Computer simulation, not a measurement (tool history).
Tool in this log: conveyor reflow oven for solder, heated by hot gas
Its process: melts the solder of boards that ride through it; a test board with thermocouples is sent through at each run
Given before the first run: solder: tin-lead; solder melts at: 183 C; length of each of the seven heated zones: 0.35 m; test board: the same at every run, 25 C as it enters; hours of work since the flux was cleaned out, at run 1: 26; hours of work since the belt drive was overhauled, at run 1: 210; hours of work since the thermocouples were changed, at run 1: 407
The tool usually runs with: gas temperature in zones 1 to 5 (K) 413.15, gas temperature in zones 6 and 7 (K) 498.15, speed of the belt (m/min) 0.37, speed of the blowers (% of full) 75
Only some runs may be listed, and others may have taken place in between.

run	hour	gas temperature in zones 1 to 5 (K)	gas temperature in zones 6 and 7 (K)	speed of the belt (m/min)	speed of the blowers (% of full)	hours of work since the flux was cleaned out	hours of work since the belt drive was overhauled	hours of work since the thermocouples were changed	highest temperature of the board (K)	time above the solder's melting point (s)
1	0	413.15	498.15	0.37	75	26	210	407	485.05	79.9
2	14.4	413.15	495.15	0.37	75	37	221	418	482.45	76.7
3	29.5	424.15	495.15	0.37	75	49	233	430	484.15	85.6
4	41.1	420.15	498.15	0.37	75	58	242	439	485.75	85.5
5	56.9	413.15	498.15	0.37	75	70	255	451	484.65	79.5
6	71.3	413.15	498.15	0.37	75	81	266	463	484.55	79.4
7	86.4	425.15	498.15	0.37	75	93	278	474	486.75	89.2
# hour 92.8: flux residue cleaned out of gas plates and filters
8	101.5	425.15	498.15	0.37	75	7	286	482	486.65	89
9	117.7	416.15	500.15	0.362	85	20	299	495	488.75	89.1
10	130.1	413.15	498.15	0.377	88	29	308	505	485.85	80.2
# hour 140.9: thermocouples of zones 6 and 7 changed
11	146.5	403.15	498.15	0.37	57	41	320	4	474.95	56.4
12	154.8	403.15	498.15	0.405	72	47	326	11	475.95	53.5
13	164.1	403.15	498.15	0.405	72	54	333	18	475.75	53.4
14	171.2	403.15	494.15	0.392	58	60	339	24	470.05	42.1
15	179.9	403.15	494.15	0.392	58	67	346	31	469.75	41.9

What if the next run were any one of these 3? Each begins from the tool's condition after run 15:
# hour 190.1: flux residue cleaned out of gas plates and filters, once more
A	196.1	398.15	502.15	0.37	73	5	355	39	?	?
# hour 190.1: flux residue cleaned out of gas plates and filters, once more
B	196.1	407.15	491.15	0.37	69	5	355	39	?	?
# hour 190.1: flux residue cleaned out of gas plates and filters, once more
C	196.1	403.15	497.15	0.318	86	5	355	39	?	?

run	highest temperature of the board (K)	time above the solder's melting point (s)
A	483.65	70.8
B	474.95	60.9
C	486.95	94.2
Take away the tool's hidden state, keep each run's random variation, and the runs would have read:
run	highest temperature of the board (K)	time above the solder's melting point (s)
A	483.95	70.6
B	475.25	60.9
C	487.25	93.8
